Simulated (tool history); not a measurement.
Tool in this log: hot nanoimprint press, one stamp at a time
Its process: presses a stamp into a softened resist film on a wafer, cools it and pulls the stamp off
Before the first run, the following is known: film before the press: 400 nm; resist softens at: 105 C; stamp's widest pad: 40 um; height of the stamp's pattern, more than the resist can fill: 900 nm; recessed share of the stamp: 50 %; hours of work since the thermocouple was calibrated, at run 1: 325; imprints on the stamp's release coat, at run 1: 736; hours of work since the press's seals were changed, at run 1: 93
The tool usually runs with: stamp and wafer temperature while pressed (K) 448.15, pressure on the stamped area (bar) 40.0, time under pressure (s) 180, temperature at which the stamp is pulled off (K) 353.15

| run | hour | stamp and wafer temperature while pressed (K) | pressure on the stamped area (bar) | time under pressure (s) | temperature at which the stamp is pulled off (K) | hours of work since the thermocouple was calibrated | imprints on the stamp's release coat | hours of work since the press's seals were changed | resist left under the stamp's widest pad (nm) | greatest force while the stamp is pulled off (N) |
|---|---|---|---|---|---|---|---|---|---|---|
| 1 | 0.0 | 448.15 | 40.0 | 180 | 353.15 | 325 | 736 | 93 | 191.5 | 146 |
| 2 | 78.9 | 448.15 | 40.0 | 180 | 353.15 | 366 | 931 | 134 | 193.1 | 147 |
| 3 | 138.7 | 448.15 | 40.0 | 180 | 353.15 | 397 | 1080 | 165 | 190.8 | 151 |
| 4 | 239.0 | 448.15 | 40.0 | 180 | 353.15 | 449 | 1328 | 217 | 190.6 | 148 |
|  | 247.6 | plate thermocouple calibrated |
| 5 | 322.8 | 448.15 | 40.0 | 180 | 353.15 | 39 | 1528 | 259 | 189.4 | 150 |
| 6 | 401.8 | 448.15 | 40.0 | 180 | 353.15 | 80 | 1724 | 299 | 191.7 | 144 |
|  | 459.9 | stamp cleaned and given a new release coat |
| 7 | 461.1 | 448.15 | 40.0 | 180 | 353.15 | 107 | 3 | 327 | 189.0 | 148 |
| 8 | 530.8 | 448.15 | 40.0 | 140 | 353.15 | 144 | 176 | 363 | 208.2 | 157 |
| 9 | 587.5 | 448.15 | 40.0 | 180 | 355.15 | 173 | 317 | 392 | 192.3 | 141 |
| 10 | 629.4 | 448.15 | 40.0 | 180 | 353.15 | 195 | 421 | 414 | 191.5 | 146 |
| 11 | 694.1 | 448.15 | 40.0 | 180 | 353.15 | 228 | 581 | 448 | 193.2 | 150 |
| 12 | 795.4 | 448.15 | 40.0 | 180 | 353.15 | 280 | 832 | 500 | 189.9 | 148 |
| 13 | 843.1 | 448.15 | 40.0 | 180 | 353.15 | 305 | 950 | 525 | 191.9 | 148 |
| 14 | 894.6 | 448.15 | 40.0 | 180 | 348.15 | 332 | 1078 | 551 | 191.4 | 166 |
| 15 | 954.9 | 448.15 | 40.0 | 180 | 348.15 | 363 | 1227 | 583 | 190.5 | 165 |
| 16 | 1025.8 | 448.15 | 40.0 | 180 | 348.15 | 400 | 1403 | 619 | 192.0 | 162 |
| 17 | 1074.5 | 448.15 | 42.0 | 274 | 348.15 | 425 | 1524 | 645 | 161.5 | 168 |
|  | 1133.3 | plate thermocouple calibrated |
| 18 | 1159.9 | 448.15 | 42.0 | 274 | 348.15 | 14 | 1728 | 687 | 162.6 | 161 |
|  | 1219.9 | stamp cleaned and given a new release coat |
| 19 | 1257.1 | 448.15 | 42.0 | 274 | 348.15 | 61 | 92 | 734 | 162.7 | 163 |
| 20 | 1316.7 | 448.15 | 42.0 | 274 | 348.15 | 92 | 240 | 765 | 163.2 | 159 |
| 21 | 1370.8 | 448.15 | 42.0 | 274 | 348.15 | 120 | 374 | 793 | 160.3 | 170 |
|  | 1426.7 | press's hydraulic seals changed and the load cell set to zero |
| 22 | 1444.2 | 448.15 | 36.9 | 274 | 348.15 | 154 | 536 | 9 | 173.4 | 167 |
| 23 | 1517.5 | 448.15 | 36.9 | 307 | 349.15 | 192 | 717 | 47 | 166.6 | 162 |
| 24 | 1560.9 | 456.15 | 24.5 | 295 | 349.15 | 214 | 825 | 69 | 151.8 | 159 |
| 25 | 1605.5 | 456.15 | 24.5 | 295 | 349.15 | 237 | 936 | 93 | 151.2 | 158 |
| 26 | 1692.6 | 452.15 | 24.4 | 146 | 356.15 | 282 | 1151 | 138 | 222.9 | 138 |
| 27 | 1752.4 | 452.15 | 34.1 | 163 | 356.15 | 313 | 1300 | 169 | 182.6 | 136 |
| 28 | 1828.2 | 452.15 | 34.1 | 163 | 356.15 | 353 | 1488 | 208 | 183.2 | 134 |
| 29 | 1909.7 | 452.15 | 34.1 | 163 | 356.15 | 395 | 1690 | 250 | 180.5 | 139 |
|  | 1983.5 | stamp cleaned and given a new release coat |
| 30 | 1983.5 | 452.15 | 34.1 | 163 | 356.15 | 430 | 0 | 285 | 184.1 | 136 |
|  | 2031.7 | plate thermocouple calibrated |
| 31 | 2046.7 | 441.15 | 40.0 | 198 | 343.15 | 8 | 149 | 316 | 244.3 | 174 |

Entry by entry between the runs, the difference in hidden state between the last listed run before and the first listed run after:
Runs 4 to 5: plate thermocouple calibrated (hour 247.6)
  true temperature over the reading, C: 0.04 -> 0; pressure that arrives at the usual setting, %: 99.95 -> 99.94; grip of the stamp's worn release coat, % over a new coat's: 0.5 -> 0.6
Runs 6 to 7: stamp cleaned and given a new release coat (hour 459.9)
  true temperature over the reading, C: 0 -> 0.01; pressure that arrives at the usual setting, %: 99.93 -> 99.92; grip of the stamp's worn release coat, % over a new coat's: 0.7 -> 0
Runs 17 to 18: plate thermocouple calibrated (hour 1133.3)
  true temperature over the reading, C: 0.04 -> 0; pressure that arrives at the usual setting, %: 99.84 -> 99.83; grip of the stamp's worn release coat, % over a new coat's: 0.6 -> 0.7
Runs 18 to 19: stamp cleaned and given a new release coat (hour 1219.9)
  pressure that arrives at the usual setting, %: 99.83 -> 99.81; grip of the stamp's worn release coat, % over a new coat's: 0.7 -> 0
Runs 21 to 22: press's hydraulic seals changed and the load cell set to zero (hour 1426.7)
  pressure that arrives at the usual setting, %: 99.8 -> 99.98; grip of the stamp's worn release coat, % over a new coat's: 0.1 -> 0.2
Runs 29 to 30: stamp cleaned and given a new release coat (hour 1983.5)
  true temperature over the reading, C: 0.03 -> 0.04; pressure that arrives at the usual setting, %: 99.92 -> 99.91; grip of the stamp's worn release coat, % over a new coat's: 0.7 -> 0
Runs 30 to 31: plate thermocouple calibrated (hour 2031.7)
  true temperature over the reading, C: 0.04 -> 0; pressure that arrives at the usual setting, %: 99.91 -> 99.9; grip of the stamp's worn release coat, % over a new coat's: 0 -> 0.1
